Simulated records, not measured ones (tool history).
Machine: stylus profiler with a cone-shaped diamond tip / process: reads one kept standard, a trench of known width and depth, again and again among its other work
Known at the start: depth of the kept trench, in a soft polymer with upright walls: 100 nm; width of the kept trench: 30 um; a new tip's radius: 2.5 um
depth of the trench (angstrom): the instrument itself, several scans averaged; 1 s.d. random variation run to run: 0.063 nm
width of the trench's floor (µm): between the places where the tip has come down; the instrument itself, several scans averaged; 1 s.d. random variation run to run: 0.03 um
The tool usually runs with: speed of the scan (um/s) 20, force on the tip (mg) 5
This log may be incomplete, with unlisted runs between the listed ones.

| run | hour | speed of the scan (um/s) | force on the tip (mg) | depth of the trench (angstrom) | width of the trench's floor (µm) |
|---|---|---|---|---|---|
| 1 | 0 | 20 | 5 | 1007.3 | 28.45 |
| 2 | 37.3 | 20 | 5 | 1006.7 | 28.42 |
| 3 | 66.2 | 20 | 5 | 1007.3 | 28.43 |
| 4 | 84.7 | 20 | 5 | 1006.5 | 28.43 |
| 5 | 120.5 | 20 | 5 | 1007 | 28.46 |
| 6 | 140.9 | 20 | 5 | 1007.5 | 28.42 |
| 7 | 179.2 | 28 | 5 | 1006.4 | 28.44 |
| 8 | 213.1 | 28 | 5 | 1007 | 28.38 |
| 9 | 248.4 | 20 | 7.74 | 1010.4 | 28.47 |
| 10 | 269.5 | 20 | 7.74 | 1011.1 | 28.44 |
| 11 | 303.1 | 20 | 7.74 | 1010.8 | 28.45 |
| 12 | 340.6 | 20 | 5 | 1005.9 | 28.39 |
| 13 | 366.4 | 20 | 5 | 1006.4 | 28.45 |
| 14 | 403.9 | 15 | 5 | 1005.9 | 28.47 |
| 15 | 425.7 | 20 | 5 | 1006.9 | 28.43 |
| 16 | 459.8 | 20 | 5 | 1007.1 | 28.44 |
| 17 | 486.7 | 20 | 5 | 1006.1 | 28.43 |
| 18 | 508.1 | 20 | 5 | 1006.7 | 28.42 |
| 19 | 539.7 | 20 | 5 | 1006.4 | 28.43 |
| 20 | 561.8 | 20 | 5 | 1007 | 28.39 |
| 21 | 600.8 | 20 | 5 | 1006 | 28.36 |
| 22 | 630.2 | 20 | 5 | 1005.4 | 28.41 |
| 23 | 661 | 20 | 5 | 1005.9 | 28.4 |
| 24 | 689.7 | 20 | 5 | 1005.4 | 28.4 |
| 25 | 721 | 20 | 7.78 | 1010.4 | 28.43 |
| 26 | 749.9 | 29 | 3.92 | 1004.3 | 28.33 |
| 27 | 767.2 | 28 | 13.32 | 1015.4 | 28.34 |
| 28 | 793.2 | 10 | 13.72 | 1014.9 | 28.42 |
| 29 | 811 | 10 | 13.72 | 1016 | 28.41 |
| 30 | 841.2 | 47 | 2.35 | 1001.2 | 28.21 |
| 31 | 870.5 | 10 | 10.68 | 1012.5 | 28.46 |
| 32 | 895 | 37 | 3.58 | 1003.5 | 28.27 |
| 33 | 914.5 | 59 | 6.53 | 1008.1 | 28.34 |
| 34 | 935.8 | 63 | 12.41 | 1013.9 | 28.34 |
| 35 | 954.3 | 63 | 12.41 | 1013.7 | 28.34 |
| 36 | 977.5 | 41 | 2.7 | 1002.9 | 28.24 |
| 37 | 997 | 7 | 11.49 | 1013.5 | 28.46 |
| 38 | 1029.6 | 6 | 3.74 | 1003.1 | 28.43 |
| 39 | 1068 | 6 | 3.74 | 1004.3 | 28.46 |
| 40 | 1098.4 | 43 | 10.57 | 1011.7 | 28.31 |
| 41 | 1122.8 | 45 | 7.16 | 1008.6 | 28.29 |
| 42 | 1159.1 | 49 | 4.34 | 1004.2 | 28.22 |
| 43 | 1184.1 | 29 | 14.9 | 1017.3 | 28.36 |
| 44 | 1222.8 | 15 | 10.98 | 1012.6 | 28.39 |
| 45 | 1261.6 | 15 | 10.36 | 1011.4 | 28.41 |
| 46 | 1287.3 | 8 | 2.2 | 1000.6 | 28.37 |

Consider 3 possible next runs. They are alternatives, not a sequence: every one starts from the tool as it was left by run 46. What does each give?
| A | 1318.7 | 20 | 7.54 | ? | ? |
| B | 1318.7 | 26 | 5 | ? | ? |
| C | 1318.7 | 43 | 4.41 | ? | ? |

| run | depth of the trench (angstrom) | width of the trench's floor (µm) |
|---|---|---|
| A | 1007.5 | 28.36 |
| B | 1004.1 | 28.34 |
| C | 1003.5 | 28.28 |
Without the tool's hidden state the same runs would have given:
| run | depth of the trench (angstrom) | width of the trench's floor (µm) |
|---|---|---|
| A | 1013.3 | 28.53 |
| B | 1009.9 | 28.51 |
| C | 1009.3 | 28.45 |
